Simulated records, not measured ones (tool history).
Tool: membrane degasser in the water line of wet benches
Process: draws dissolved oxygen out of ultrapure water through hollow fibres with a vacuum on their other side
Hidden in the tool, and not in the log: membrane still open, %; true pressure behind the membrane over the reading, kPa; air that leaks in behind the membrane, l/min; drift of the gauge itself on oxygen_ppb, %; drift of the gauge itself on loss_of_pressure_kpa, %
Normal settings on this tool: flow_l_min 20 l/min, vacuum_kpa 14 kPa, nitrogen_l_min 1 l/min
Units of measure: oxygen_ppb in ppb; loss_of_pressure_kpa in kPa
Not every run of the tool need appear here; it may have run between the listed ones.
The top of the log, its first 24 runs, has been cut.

run	hour	flow_l_min	vacuum_kpa	nitrogen_l_min	hours since the membrane was changed	hours since the vacuum gauge was calibrated	hours since the vacuum lines were made tight	oxygen_ppb	loss_of_pressure_kpa
25	5147.7	13	23	0.7	2407	1068	1198	766.1	41.31
26	5311.2	30	25.5	0.89	2570	1231	1362	1398.4	95.64
27	5581	14	23.6	1.92	2840	1501	1631	350.7	44.76
28	5870.3	20	14	1	3129	1791	1921	477.5	64.45
29	6124.5	20	14	1	3383	2045	2175	480.8	64.26
30	6361.6	20	14	1	3620	2282	2412	479.5	64.11
31	6538.4	20	14	1	3797	2459	2589	479.9	64.4
32	6702.2	18	26.2	1.02	3961	2622	2753	855.7	57.59

Below are 3 alternative next runs, each starting from the tool's condition after run 32. Predict each:
A	6988.7	12	25.2	0.89	4248	2909	3039	?	?
B	6988.7	21	14	1	4248	2909	3039	?	?
C	6988.7	23	16.4	0.83	4248	2909	3039	?	?

run	oxygen_ppb	loss_of_pressure_kpa
A	651	38.44
B	505.4	67.44
C	759.1	74.23
Take away the tool's hidden state, keep each run's random variation, and the runs would have read:
run	oxygen_ppb	loss_of_pressure_kpa
A	639.8	37.32
B	492.7	65.5
C	743.9	72.1
